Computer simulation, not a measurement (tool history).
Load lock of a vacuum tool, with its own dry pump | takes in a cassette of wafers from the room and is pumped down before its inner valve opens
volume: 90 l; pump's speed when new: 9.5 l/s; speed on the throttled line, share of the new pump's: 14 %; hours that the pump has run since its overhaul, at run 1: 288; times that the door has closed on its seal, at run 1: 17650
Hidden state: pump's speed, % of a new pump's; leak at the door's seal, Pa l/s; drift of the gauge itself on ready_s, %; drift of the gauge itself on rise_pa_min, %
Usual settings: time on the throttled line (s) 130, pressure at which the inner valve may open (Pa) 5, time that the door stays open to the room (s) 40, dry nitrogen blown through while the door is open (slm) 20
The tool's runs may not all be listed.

run,hour,time on the throttled line (s),pressure at which the inner valve may open (Pa),time that the door stays open to the room (s),dry nitrogen blown through while the door is open (slm),hours that the pump has run since its overhaul,times that the door has closed on its seal,"incoming humidity of the room's air, %",time from the closed door until the inner valve may open (s),rise of the pressure with all valves shut (Pa/min)
1,0,130,5,40,20,288,17650,46.1,206.2,0.023
2,58.4,130,5,110,20,347,17910,44.2,206.4,0.019
3,125,130,5,40,17,413,18205,46.8,206.2,0.019
4,169.4,130,5,40,20,458,18403,47.6,204.9,0.024
5,253.3,93,5,40,20,541,18776,51.7,174.4,0.019
6,306.9,93,5,40,20,595,19014,44.3,175.1,0.019
7,391.6,130,5,40,18,680,19391,45.6,207,0.02
8,468.3,130,5,40,18,756,19732,46.9,206.1,0.027
9,511.9,130,5,40,18,800,19926,46.8,204.6,0.028
10,589.5,130,5,40,18,878,20270,44.6,207.3,0.019
11,627.1,130,5,39,20,915,20438,44.1,206.8,0.028
12,714,130,5,40,20,1002,20824,47.8,206,0.024
13,765.4,130,5,40,20,1054,21053,42.4,206.9,0.022
14,803.1,130,5,48,20,1091,21220,44.9,206.7,0.017
15,863.3,130,5,48,20,1152,21488,48.6,205.4,0.028
16,933,130,5,48,20,1221,21798,45.1,205.6,0.023
17,979.2,122,5,48,20,1267,22003,41.4,199.6,0.021
18,1051.2,130,5,40,20,1339,22323,46.8,207,0.027

Forecast run 19:
19,1132.3,130,5,40,20,1420,22683,45,?,?

Run 19 gave time from the closed door until the inner valve may open (s) 206.6, rise of the pressure with all valves shut (Pa/min) 0.025.
Without the tool's hidden state the same run would have given time from the closed door until the inner valve may open (s) 206.5, rise of the pressure with all valves shut (Pa/min) 0.024.
